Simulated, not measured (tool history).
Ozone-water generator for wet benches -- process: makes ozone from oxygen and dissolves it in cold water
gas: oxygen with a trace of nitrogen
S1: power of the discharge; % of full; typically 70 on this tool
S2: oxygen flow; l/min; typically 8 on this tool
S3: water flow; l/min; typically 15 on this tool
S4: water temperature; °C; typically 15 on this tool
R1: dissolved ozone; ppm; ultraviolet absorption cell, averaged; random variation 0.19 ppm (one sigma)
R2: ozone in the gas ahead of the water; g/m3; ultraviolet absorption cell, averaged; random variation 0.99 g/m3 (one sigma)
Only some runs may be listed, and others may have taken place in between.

run,hour,S1,S2,S3,S4,R1,R2
1,0,70,8,15,15,26.9,169.8
2,31.2,70,8,15,15,26.9,171.1
3,56.4,70,8,15,15,27,169.2
4,104.4,70,8,15,15,26.2,171.1
5,130.5,70,8,15,15,26.9,170.3
6,174.1,70,8,10,15,34.7,173.5
7,196,70,8,10,15,35.2,171.1
8,238,70,8,10,15,35,172.4
9,275.8,70,8,10,15,34.4,171.3
10,309.2,70,8,10,15,34.4,172.6
11,337.1,70,8,10,15,34.8,172.6
12,371.5,44,8,15,15,20,128.3
13,412.4,44,8,15,15,19.7,129.4
14,433.9,44,8,15,15,19.8,126.9
15,468.6,44,8,15,15,19.5,129
16,498.5,70,8,11,15,32.9,175.1
17,520,70,8,11,15,33.1,174.9
# hour 545.4: gauge calibrated
18,555.2,84,10.76,10,12,38.4,162
19,596.2,69,13.89,15,15,23.3,123.7
20,646.2,70,6.07,15,15,27.9,201.1
21,686,77,12.59,12,15,29.1,140.4
22,711.8,77,12.59,12,15,29.4,141.2
23,740.2,47,14.05,15,15,17.9,95.7
24,788.8,87,8,21,8,26.3,198.4
25,819.4,70,6.64,11,23,29.2,190.9
26,851.9,70,6.64,11,23,28.9,192.7
27,902.4,50,4.79,15,15,22.7,186.2
28,927,50,11.1,12,9,26,115.4
29,952,50,11.1,12,9,26.6,115
30,990.6,78,11.1,12,12,33.2,155.2
31,1013.6,70,4.2,15,15,28.1,250.5
32,1055.3,70,5.28,18,14,24.3,223.1

What if the next run were any one of these 3? Each begins from the tool's condition after run 32:
A,1098.8,70,5.28,18,15,?,?
B,1098.8,70,8,18,15,?,?
C,1098.8,45,4.59,15,16,?,?

run,R1,R2
A,24.2,221.1
B,23.3,176
C,20.7,179.5
The same runs, with their run-to-run variation unchanged, on a tool lacking any hidden condition would have given:
run,R1,R2
A,24.2,214.8
B,23.3,171
C,20.8,174.4
